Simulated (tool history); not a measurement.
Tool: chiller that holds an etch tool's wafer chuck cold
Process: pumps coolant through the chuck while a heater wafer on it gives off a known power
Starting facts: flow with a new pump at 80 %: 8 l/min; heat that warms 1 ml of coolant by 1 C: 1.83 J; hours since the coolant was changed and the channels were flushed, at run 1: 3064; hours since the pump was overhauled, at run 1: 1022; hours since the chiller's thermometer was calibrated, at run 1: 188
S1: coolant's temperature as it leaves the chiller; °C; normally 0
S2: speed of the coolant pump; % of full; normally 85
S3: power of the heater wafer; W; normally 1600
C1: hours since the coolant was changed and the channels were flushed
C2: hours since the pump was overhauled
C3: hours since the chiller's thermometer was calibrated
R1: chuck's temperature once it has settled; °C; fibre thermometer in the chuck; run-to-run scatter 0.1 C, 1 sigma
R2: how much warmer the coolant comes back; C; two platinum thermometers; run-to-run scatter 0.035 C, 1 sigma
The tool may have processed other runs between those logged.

Run 1, hour 0.0: usual settings; C1 3064; C2 1022; C3 188. Result: R1 14.8 °C, R2 6.45 C.
Run 2, hour 29.5: usual settings; C1 3094; C2 1052; C3 217. Result: R1 14.9 °C, R2 6.45 C.
Run 3, hour 68.4: usual settings but S2 62 % of full; C1 3133; C2 1091; C3 256. Result: R1 17.9 °C, R2 8.85 C.
Run 4, hour 124.5: usual settings but S2 70 % of full; C1 3189; C2 1147; C3 312. Result: R1 16.5 °C, R2 7.88 C.
Run 5, hour 182.3: usual settings; C1 3246; C2 1205; C3 370. Result: R1 14.7 °C, R2 6.52 C.
Run 6, hour 208.3: usual settings; C1 3272; C2 1231; C3 396. Result: R1 14.8 °C, R2 6.43 C.
Run 7, hour 234.4: usual settings; C1 3299; C2 1257; C3 422. Result: R1 15.1 °C, R2 6.47 C.
Run 8, hour 286.0: usual settings; C1 3350; C2 1308; C3 474. Result: R1 14.8 °C, R2 6.48 C.
Run 9, hour 348.9: usual settings; C1 3413; C2 1371; C3 536. Result: R1 15.0 °C, R2 6.49 C.
Run 10, hour 378.1: usual settings; C1 3442; C2 1400; C3 566. Result: R1 14.8 °C, R2 6.48 C.
Run 11, hour 416.0: usual settings; C1 3480; C2 1438; C3 604. Result: R1 14.9 °C, R2 6.54 C.
Run 12, hour 443.6: usual settings but S2 72 % of full, S3 939 W; C1 3508; C2 1466; C3 631. Result: R1 9.6 °C, R2 4.54 C.
Run 13, hour 491.0: usual settings but S2 72 % of full, S3 939 W; C1 3555; C2 1513; C3 679. Result: R1 9.8 °C, R2 4.46 C.
Run 14, hour 532.9: usual settings but S1 -4 °C, S2 72 % of full, S3 844 W; C1 3597; C2 1555; C3 720. Result: R1 4.7 °C, R2 4.04 C.
Run 15, hour 571.8: usual settings but S1 -4 °C, S2 72 % of full, S3 844 W; C1 3636; C2 1594; C3 759. Result: R1 4.9 °C, R2 4.11 C.
Run 16, hour 621.2: usual settings but S3 2203 W; C1 3685; C2 1643; C3 809. Result: R1 20.9 °C, R2 9.00 C.
Run 17, hour 682.1: usual settings but S3 2203 W; C1 3746; C2 1704; C3 870. Result: R1 20.9 °C, R2 9.03 C.
Run 18, hour 724.2: usual settings but S1 9 °C, S3 867 W; C1 3788; C2 1746; C3 912. Result: R1 17.0 °C, R2 3.57 C.
Run 19, hour 761.1: usual settings but S1 9 °C, S3 867 W; C1 3825; C2 1783; C3 949. Result: R1 17.2 °C, R2 3.55 C.
Run 20, hour 792.3: usual settings but S1 10 °C, S2 83 % of full; C1 3856; C2 1815; C3 980. Result: R1 25.4 °C, R2 6.72 C.
Run 21, hour 835.9: usual settings but S1 -9 °C, S2 82 % of full, S3 1648 W; C1 3900; C2 1858; C3 1023. Result: R1 6.9 °C, R2 7.01 C.

What if the next run were any one of these 4? Each begins from the tool's condition after run 21:
Run A, hour 892.8: usual settings but S1 2 °C, S2 89 % of full, S3 1666 W; C1 3957; C2 1915; C3 1080. Result: R1 ?, R2 ?.
Run B, hour 892.8: usual settings but S1 7 °C, S2 62 % of full, S3 1795 W; C1 3957; C2 1915; C3 1080. Result: R1 ?, R2 ?.
Run C, hour 892.8: usual settings but S1 -1 °C, S2 80 % of full, S3 1123 W; C1 3957; C2 1915; C3 1080. Result: R1 ?, R2 ?.
Run D, hour 892.8: usual settings but S1 6 °C, S3 1542 W; C1 3957; C2 1915; C3 1080. Result: R1 ?, R2 ?.

run    R1     R2
  A  17.4   6.59
  B  27.5  10.31
  C  10.0   5.00
  D  20.6   6.39
What these runs would have given with no unlogged condition in the tool:
run    R1    R2
  A  15.5  6.11
  B  25.1  9.57
  C   8.8  4.64
  D  18.9  5.93
